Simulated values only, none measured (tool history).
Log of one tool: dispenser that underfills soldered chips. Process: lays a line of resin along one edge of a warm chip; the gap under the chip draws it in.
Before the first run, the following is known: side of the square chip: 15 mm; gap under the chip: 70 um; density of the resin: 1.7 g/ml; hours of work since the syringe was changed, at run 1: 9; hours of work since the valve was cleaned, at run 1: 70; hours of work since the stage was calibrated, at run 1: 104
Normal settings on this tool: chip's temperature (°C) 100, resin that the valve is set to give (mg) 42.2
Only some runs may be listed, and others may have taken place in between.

run  hour  chip's temperature (°C)  resin that the valve is set to give (mg)  hours of work since the syringe was changed  hours of work since the valve was cleaned  hours of work since the stage was calibrated  time until the resin shows at the far edge (s)  resin that the valve gave (mg)
  1     0                      100                                      42.2                                            9                                         70                                           104                                           441.7                           41.71
  2   2.7                      105                                      42.2                                           11                                         72                                           105                                           431.2                           41.32
        5  -- new syringe of resin
  3   6.5                      105                                      42.2                                            1                                         74                                           108                                           177.7                           41.32
  4   9.9                      105                                      42.2                                            3                                         76                                           110                                           211.8                           41.41
  5  14.7                      105                                      42.2                                            6                                         79                                           112                                           272.6                           41.27
  6  20.1                      105                                      42.2                                            9                                         82                                           116                                           366.8                           41.35
  7  24.1                       88                                      42.2                                           11                                         85                                           118                                           849.2                           40.95
     25.2  -- new syringe of resin
  8  28.9                       94                                      49.1                                            2                                         87                                           121                                           295.8                           47.96
  9  32.4                       94                                      49.1                                            4                                         90                                           123                                           346.5                           47.72
 10  35.2                       94                                      49.1                                            6                                         91                                           125                                           402.7                           47.77
 11  37.9                       94                                      49.1                                            8                                         93                                           126                                           473.6                           47.75
 12  42.1                      111                                      49.5                                           10                                         95                                           129                                           321.3                           48.01

Below are 3 alternative next runs, each starting from the tool's condition after run 12. Predict each:
     45.2  -- new syringe of resin
  A  45.8                      102                                      49.5                                            0                                         97                                           131                                               ?                               ?
     45.2  -- new syringe of resin
  B  45.8                       90                                      42.2                                            0                                         97                                           131                                               ?                               ?
     45.2  -- new syringe of resin
  C  45.8                       90                                      47.1                                            0                                         97                                           131                                               ?                               ?

run  time until the resin shows at the far edge (s)  resin that the valve gave (mg)
  A                                           188.8                           48.11
  B                                           290.3                           41.03
  C                                           284.7                           45.78
Take away the tool's hidden state, keep each run's random variation, and the runs would have read:
run  time until the resin shows at the far edge (s)  resin that the valve gave (mg)
  A                                           187.4                           49.46
  B                                           287.9                           42.18
  C                                           282.8                           47.06
